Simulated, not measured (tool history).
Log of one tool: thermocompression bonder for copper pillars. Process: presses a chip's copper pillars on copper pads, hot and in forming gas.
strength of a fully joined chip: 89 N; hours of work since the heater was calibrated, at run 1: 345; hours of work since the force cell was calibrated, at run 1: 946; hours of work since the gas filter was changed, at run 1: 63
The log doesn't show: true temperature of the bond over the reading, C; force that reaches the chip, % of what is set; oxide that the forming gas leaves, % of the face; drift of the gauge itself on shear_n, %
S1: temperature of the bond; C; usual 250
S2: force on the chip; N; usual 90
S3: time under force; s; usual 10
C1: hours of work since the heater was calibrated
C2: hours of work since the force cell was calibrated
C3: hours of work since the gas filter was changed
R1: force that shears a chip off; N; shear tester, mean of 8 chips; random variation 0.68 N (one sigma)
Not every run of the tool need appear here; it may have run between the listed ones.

Run 1, hour 0: usual settings; C1 345; C2 946; C3 63. Result: R1 47.1 N.
Run 2, hour 44.9: usual settings; C1 375; C2 976; C3 93. Result: R1 46.2 N.
At hour 75.6: forming gas filter changed.
Run 3, hour 88.9: usual settings; C1 405; C2 1006; C3 9. Result: R1 45.6 N.
Run 4, hour 128.7: usual settings but S1 235 C; C1 432; C2 1033; C3 36. Result: R1 36.3 N.
Run 5, hour 163.1: usual settings but S1 235 C; C1 455; C2 1056; C3 59. Result: R1 36.5 N.
Run 6, hour 183.8: usual settings but S1 268 C; C1 469; C2 1070; C3 73. Result: R1 59.5 N.
Run 7, hour 216: usual settings but S1 268 C; C1 491; C2 1092; C3 95. Result: R1 60 N.
At hour 245.6: forming gas filter changed.
Run 8, hour 254.2: usual settings but S1 265 C; C1 517; C2 1117; C3 6. Result: R1 57.3 N.
Run 9, hour 295.7: usual settings but S1 265 C; C1 545; C2 1145; C3 34. Result: R1 57 N.
Run 10, hour 323.1: usual settings but S1 265 C; C1 563; C2 1164; C3 53. Result: R1 58.9 N.
Run 11, hour 367.8: usual settings but S1 265 C; C1 594; C2 1194; C3 83. Result: R1 57.6 N.
Run 12, hour 393.4: usual settings but S1 265 C; C1 611; C2 1212; C3 100. Result: R1 56.8 N.
At hour 410.7: heater calibrated with a thermocouple chip.
At hour 414.6: forming gas filter changed.
Run 13, hour 421.5: usual settings but S1 265 C; C1 7; C2 1229; C3 5. Result: R1 57.1 N.
Run 14, hour 448.6: usual settings but S1 233 C; C1 25; C2 1247; C3 23. Result: R1 34.1 N.
Run 15, hour 467.5: usual settings but S1 233 C; C1 38; C2 1260; C3 36. Result: R1 35.1 N.
Run 16, hour 500.6: usual settings but S1 233 C; C1 61; C2 1283; C3 58. Result: R1 34.9 N.
Run 17, hour 521.3: usual settings but S1 233 C; C1 75; C2 1297; C3 72. Result: R1 34.1 N.
Run 18, hour 553.4: usual settings but S1 260 C; C1 96; C2 1318; C3 94. Result: R1 52.8 N.
At hour 583.6: forming gas filter changed.
Run 19, hour 589.4: usual settings but S1 260 C; C1 120; C2 1343; C3 4. Result: R1 53.9 N.
Run 20, hour 617.9: usual settings but S1 260 C; C1 140; C2 1362; C3 23. Result: R1 54.4 N.
Run 21, hour 654.2: usual settings but S1 232 C, S2 56 N, S3 9 s; C1 164; C2 1386; C3 48. Result: R1 23.6 N.
Run 22, hour 690.4: usual settings but S1 232 C, S2 56 N, S3 20 s; C1 189; C2 1411; C3 72. Result: R1 34.1 N.
Run 23, hour 716.6: usual settings but S1 222 C, S2 56 N, S3 21 s; C1 207; C2 1429; C3 90. Result: R1 27.6 N.
At hour 753: forming gas filter changed.
Run 24, hour 758: usual settings but S1 249 C, S2 100 N, S3 6 s; C1 234; C2 1456; C3 3. Result: R1 40.7 N.

Estimate the outcome of run 25 from the log above:
Run 25, hour 793: usual settings but S1 237 C, S2 71 N, S3 12 s; C1 258; C2 1480; C3 27. Result: R1 ?.

R1: 35 N
If the tool had no hidden condition, the same run with the same run-to-run variation would have returned R1 34.9 N.

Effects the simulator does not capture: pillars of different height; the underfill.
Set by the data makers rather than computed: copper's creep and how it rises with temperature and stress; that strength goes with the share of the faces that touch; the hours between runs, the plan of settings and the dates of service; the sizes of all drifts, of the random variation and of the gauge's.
